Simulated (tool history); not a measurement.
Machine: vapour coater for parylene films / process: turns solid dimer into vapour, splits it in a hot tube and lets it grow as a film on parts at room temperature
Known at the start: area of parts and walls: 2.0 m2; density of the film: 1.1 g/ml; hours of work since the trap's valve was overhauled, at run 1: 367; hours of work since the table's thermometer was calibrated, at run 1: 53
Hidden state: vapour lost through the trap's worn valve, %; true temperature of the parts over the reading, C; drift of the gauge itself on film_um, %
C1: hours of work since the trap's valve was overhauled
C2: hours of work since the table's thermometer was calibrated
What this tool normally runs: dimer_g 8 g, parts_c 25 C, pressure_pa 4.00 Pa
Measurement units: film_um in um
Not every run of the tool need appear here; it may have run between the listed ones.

{"run": 1, "hour": 0.0, "dimer_g": 8, "parts_c": 25, "pressure_pa": 4.0, "C1": 367, "C2": 53, "film_um": 1.96}
{"run": 2, "hour": 11.5, "dimer_g": 8, "parts_c": 25, "pressure_pa": 4.0, "C1": 375, "C2": 61, "film_um": 1.93}
{"run": 3, "hour": 23.3, "dimer_g": 8, "parts_c": 25, "pressure_pa": 4.0, "C1": 383, "C2": 69, "film_um": 1.96}
{"run": 4, "hour": 34.9, "dimer_g": 8, "parts_c": 25, "pressure_pa": 4.0, "C1": 391, "C2": 77, "film_um": 1.93}
{"run": 5, "hour": 43.3, "dimer_g": 8, "parts_c": 25, "pressure_pa": 4.0, "C1": 396, "C2": 83, "film_um": 1.94}
{"run": 6, "hour": 53.0, "dimer_g": 8, "parts_c": 25, "pressure_pa": 4.0, "C1": 403, "C2": 89, "film_um": 1.94}
{"run": 7, "hour": 61.7, "dimer_g": 8, "parts_c": 25, "pressure_pa": 4.0, "C1": 409, "C2": 95, "film_um": 1.92}
{"run": 8, "hour": 80.9, "dimer_g": 8, "parts_c": 25, "pressure_pa": 4.0, "C1": 422, "C2": 108, "film_um": 1.93}
{"run": 9, "hour": 93.3, "dimer_g": 8, "parts_c": 33, "pressure_pa": 4.0, "C1": 431, "C2": 117, "film_um": 1.38}
{"run": 10, "hour": 101.3, "dimer_g": 8, "parts_c": 25, "pressure_pa": 4.0, "C1": 436, "C2": 122, "film_um": 1.91}
{"run": 11, "hour": 111.7, "dimer_g": 10, "parts_c": 23, "pressure_pa": 3.43, "C1": 443, "C2": 130, "film_um": 2.61}
{"run": 12, "hour": 127.9, "dimer_g": 9, "parts_c": 30, "pressure_pa": 11.2, "C1": 454, "C2": 141, "film_um": 1.54}

Run 13 comes next. What will it give?
{"run": 13, "hour": 142.3, "dimer_g": 5, "parts_c": 34, "pressure_pa": 4.0, "C1": 464, "C2": 150, "film_um": "?"}

film_um: 0.80 um
Were there no unlogged condition in the tool, this run, its random variation unchanged, would have produced film_um 0.88 um.
